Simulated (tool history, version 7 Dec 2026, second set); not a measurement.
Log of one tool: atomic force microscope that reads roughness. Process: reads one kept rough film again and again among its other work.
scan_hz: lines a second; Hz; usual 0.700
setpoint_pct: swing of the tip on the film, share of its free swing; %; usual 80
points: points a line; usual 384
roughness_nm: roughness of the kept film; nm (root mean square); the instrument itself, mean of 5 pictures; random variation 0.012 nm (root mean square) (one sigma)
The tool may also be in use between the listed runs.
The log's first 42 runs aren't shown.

{"hour": 2187.2, "done": "new tip fitted"}
{"run": 43, "hour": 2187.2, "scan_hz": 0.7, "setpoint_pct": 81, "points": 295, "roughness_nm": 2.757}
{"run": 44, "hour": 2235.0, "scan_hz": 2.265, "setpoint_pct": 80, "points": 416, "roughness_nm": 2.119}
{"run": 45, "hour": 2273.6, "scan_hz": 2.736, "setpoint_pct": 84, "points": 435, "roughness_nm": 1.816}
{"run": 46, "hour": 2310.5, "scan_hz": 0.733, "setpoint_pct": 83, "points": 416, "roughness_nm": 2.056}
{"hour": 2331.3, "done": "new tip fitted"}
{"run": 47, "hour": 2364.3, "scan_hz": 0.733, "setpoint_pct": 83, "points": 416, "roughness_nm": 2.531}
{"run": 48, "hour": 2398.6, "scan_hz": 0.7, "setpoint_pct": 74, "points": 277, "roughness_nm": 2.378}
{"run": 49, "hour": 2442.8, "scan_hz": 0.7, "setpoint_pct": 62, "points": 695, "roughness_nm": 2.276}
{"hour": 2478.7, "done": "new tip fitted"}
{"run": 50, "hour": 2479.9, "scan_hz": 0.7, "setpoint_pct": 62, "points": 695, "roughness_nm": 2.905}
{"run": 51, "hour": 2538.0, "scan_hz": 0.622, "setpoint_pct": 72, "points": 817, "roughness_nm": 2.468}

Forecast each of these 5 alternatives for the next run:
{"run": "A", "hour": 2575.2, "scan_hz": 0.7, "setpoint_pct": 80, "points": 298, "roughness_nm": "?"}
{"run": "B", "hour": 2575.2, "scan_hz": 0.622, "setpoint_pct": 72, "points": 865, "roughness_nm": "?"}
{"run": "C", "hour": 2575.2, "scan_hz": 0.7, "setpoint_pct": 80, "points": 555, "roughness_nm": "?"}
{"run": "D", "hour": 2575.2, "scan_hz": 0.7, "setpoint_pct": 76, "points": 384, "roughness_nm": "?"}
{"run": "E", "hour": 2575.2, "scan_hz": 1.677, "setpoint_pct": 78, "points": 865, "roughness_nm": "?"}

run=A roughness_nm=2.189
run=B roughness_nm=2.257
run=C roughness_nm=2.193
run=D roughness_nm=2.210
run=E roughness_nm=2.043
Without the tool's hidden state the same runs would have given:
run=A roughness_nm=2.788
run=B roughness_nm=2.876
run=C roughness_nm=2.793
run=D roughness_nm=2.816
run=E roughness_nm=2.602
